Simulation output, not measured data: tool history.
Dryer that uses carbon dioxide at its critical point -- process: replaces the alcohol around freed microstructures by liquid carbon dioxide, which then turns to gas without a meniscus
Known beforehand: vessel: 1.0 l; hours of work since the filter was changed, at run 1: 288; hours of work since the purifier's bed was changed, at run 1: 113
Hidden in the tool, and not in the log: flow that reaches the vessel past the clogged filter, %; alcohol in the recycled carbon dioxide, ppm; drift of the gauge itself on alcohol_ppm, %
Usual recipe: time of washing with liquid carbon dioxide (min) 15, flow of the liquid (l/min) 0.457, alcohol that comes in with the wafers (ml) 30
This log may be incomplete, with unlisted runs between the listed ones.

| run | hour | time of washing with liquid carbon dioxide (min) | flow of the liquid (l/min) | alcohol that comes in with the wafers (ml) | hours of work since the filter was changed | hours of work since the purifier's bed was changed | alcohol left in the vessel before it's heated (ppm by volume) |
|---|---|---|---|---|---|---|---|
| 1 | 0 | 15 | 0.457 | 30 | 288 | 113 | 295 |
| 2 | 7.5 | 23 | 0.457 | 30 | 293 | 118 | 55 |
|  | 12.3 | inlet filter changed |
| 3 | 22.9 | 23 | 0.457 | 30 | 7 | 128 | 33 |
| 4 | 38.4 | 23 | 0.457 | 30 | 17 | 138 | 42 |
| 5 | 46.9 | 23 | 0.457 | 30 | 23 | 144 | 42 |
| 6 | 54.9 | 15 | 0.457 | 77 | 28 | 149 | 436 |
| 7 | 64.9 | 15 | 0.457 | 30 | 35 | 156 | 174 |
| 8 | 77.5 | 15 | 0.457 | 30 | 43 | 164 | 180 |
| 9 | 89.9 | 15 | 0.457 | 30 | 51 | 172 | 198 |
| 10 | 99.7 | 15 | 0.457 | 30 | 57 | 178 | 188 |
| 11 | 110.2 | 12 | 0.457 | 30 | 64 | 185 | 501 |
| 12 | 121.1 | 14 | 0.455 | 30 | 72 | 193 | 270 |
| 13 | 131 | 14 | 0.457 | 35 | 78 | 199 | 304 |
| 14 | 143.9 | 13 | 0.457 | 70 | 87 | 208 | 850 |
| 15 | 154.3 | 15 | 0.457 | 71 | 93 | 214 | 436 |
| 16 | 168.3 | 15 | 0.457 | 71 | 103 | 224 | 457 |
| 17 | 175.9 | 15 | 0.457 | 71 | 108 | 229 | 451 |
| 18 | 187.7 | 18 | 0.457 | 25 | 115 | 236 | 101 |
| 19 | 200.2 | 15 | 0.581 | 38 | 124 | 245 | 93 |

Here are 4 independent what-if runs from the current tool condition. What would each one return?
| A | 215.5 | 15 | 0.528 | 22 | 134 | 255 | ? |
| B | 215.5 | 13 | 0.724 | 38 | 134 | 255 | ? |
| C | 215.5 | 21 | 0.505 | 79 | 134 | 255 | ? |
| D | 215.5 | 11 | 0.581 | 38 | 134 | 255 | ? |

| run | alcohol left in the vessel before it's heated (ppm by volume) |
|---|---|
| A | 112 |
| B | 75 |
| C | 78 |
| D | 357 |
With no hidden state in the tool, these same runs would have given:
| run | alcohol left in the vessel before it's heated (ppm by volume) |
|---|---|
| A | 50 |
| B | 23 |
| C | 25 |
| D | 236 |

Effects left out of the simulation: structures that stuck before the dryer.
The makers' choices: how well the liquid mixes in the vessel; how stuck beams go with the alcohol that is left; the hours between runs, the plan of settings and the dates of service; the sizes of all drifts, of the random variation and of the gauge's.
